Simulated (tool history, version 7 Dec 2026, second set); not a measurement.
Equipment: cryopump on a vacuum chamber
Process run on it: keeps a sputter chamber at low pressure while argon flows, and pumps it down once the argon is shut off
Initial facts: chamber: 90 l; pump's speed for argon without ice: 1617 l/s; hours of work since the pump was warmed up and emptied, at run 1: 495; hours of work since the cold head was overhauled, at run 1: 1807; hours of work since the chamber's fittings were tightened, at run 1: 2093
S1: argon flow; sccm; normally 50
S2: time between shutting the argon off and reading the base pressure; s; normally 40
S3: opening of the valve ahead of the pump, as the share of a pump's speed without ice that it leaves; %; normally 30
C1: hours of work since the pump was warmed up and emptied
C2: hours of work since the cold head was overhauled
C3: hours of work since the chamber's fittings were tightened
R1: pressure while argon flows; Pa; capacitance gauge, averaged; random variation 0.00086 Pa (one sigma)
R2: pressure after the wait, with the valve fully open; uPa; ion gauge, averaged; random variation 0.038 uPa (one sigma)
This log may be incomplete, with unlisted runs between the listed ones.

run 1 hour=0.0 | S1=50 S2=40 S3=30 | C1=495 C2=1807 C3=2093 | R1=0.1865 R2=3.43
run 2 hour=93.9 | S1=50 S2=40 S3=30 | C1=547 C2=1860 C3=2146 | R1=0.1876 R2=3.47
run 3 hour=170.4 | S1=50 S2=40 S3=30 | C1=590 C2=1902 C3=2188 | R1=0.1884 R2=3.30
-- hour=221.6 pump warmed up, emptied and cooled again
run 4 hour=261.0 | S1=50 S2=169 S3=30 | C1=22 C2=1950 C3=2236 | R1=0.1765 R2=1.73
run 5 hour=347.3 | S1=50 S2=169 S3=30 | C1=70 C2=1998 C3=2284 | R1=0.1770 R2=1.80
run 6 hour=400.7 | S1=62 S2=40 S3=30 | C1=100 C2=2028 C3=2314 | R1=0.2182 R2=3.32
run 7 hour=455.5 | S1=50 S2=40 S3=30 | C1=130 C2=2058 C3=2344 | R1=0.1783 R2=3.30
run 8 hour=513.4 | S1=50 S2=36 S3=30 | C1=163 C2=2090 C3=2377 | R1=0.1774 R2=3.52
run 9 hour=576.3 | S1=50 S2=40 S3=30 | C1=198 C2=2126 C3=2412 | R1=0.1800 R2=3.36
-- hour=584.1 leaking fittings of the chamber tightened, without venting
run 10 hour=643.7 | S1=59 S2=40 S3=30 | C1=234 C2=2162 C3=33 | R1=0.2109 R2=2.20
run 11 hour=686.1 | S1=59 S2=40 S3=30 | C1=258 C2=2186 C3=57 | R1=0.2139 R2=2.25
run 12 hour=743.8 | S1=50 S2=40 S3=30 | C1=290 C2=2218 C3=89 | R1=0.1812 R2=2.25
run 13 hour=784.9 | S1=50 S2=40 S3=30 | C1=313 C2=2241 C3=112 | R1=0.1821 R2=2.22
run 14 hour=844.1 | S1=42 S2=40 S3=30 | C1=346 C2=2274 C3=145 | R1=0.1532 R2=2.32
run 15 hour=892.9 | S1=42 S2=40 S3=30 | C1=373 C2=2301 C3=172 | R1=0.1535 R2=2.32
run 16 hour=937.2 | S1=50 S2=129 S3=30 | C1=397 C2=2325 C3=197 | R1=0.1820 R2=0.95
run 17 hour=979.3 | S1=50 S2=129 S3=30 | C1=421 C2=2349 C3=220 | R1=0.1839 R2=1.00
run 18 hour=1067.5 | S1=86 S2=129 S3=53 | C1=470 C2=2398 C3=269 | R1=0.1882 R2=1.04
run 19 hour=1126.7 | S1=86 S2=129 S3=25 | C1=503 C2=2431 C3=302 | R1=0.3803 R2=1.05
run 20 hour=1201.0 | S1=86 S2=34 S3=20 | C1=544 C2=2472 C3=344 | R1=0.4732 R2=2.76
run 21 hour=1248.6 | S1=50 S2=40 S3=29 | C1=571 C2=2499 C3=370 | R1=0.1942 R2=2.44

Predict the results of run 22:
run 22 hour=1315.5 | S1=50 S2=39 S3=34 | C1=608 C2=2536 C3=407 | R1=? R2=?

Run 22 measured R1 0.1700 Pa, R2 2.56 uPa.
On a tool with no hidden condition, and with the same random variation, this run would have come out at R1 0.1553 Pa, R2 2.23 uPa.
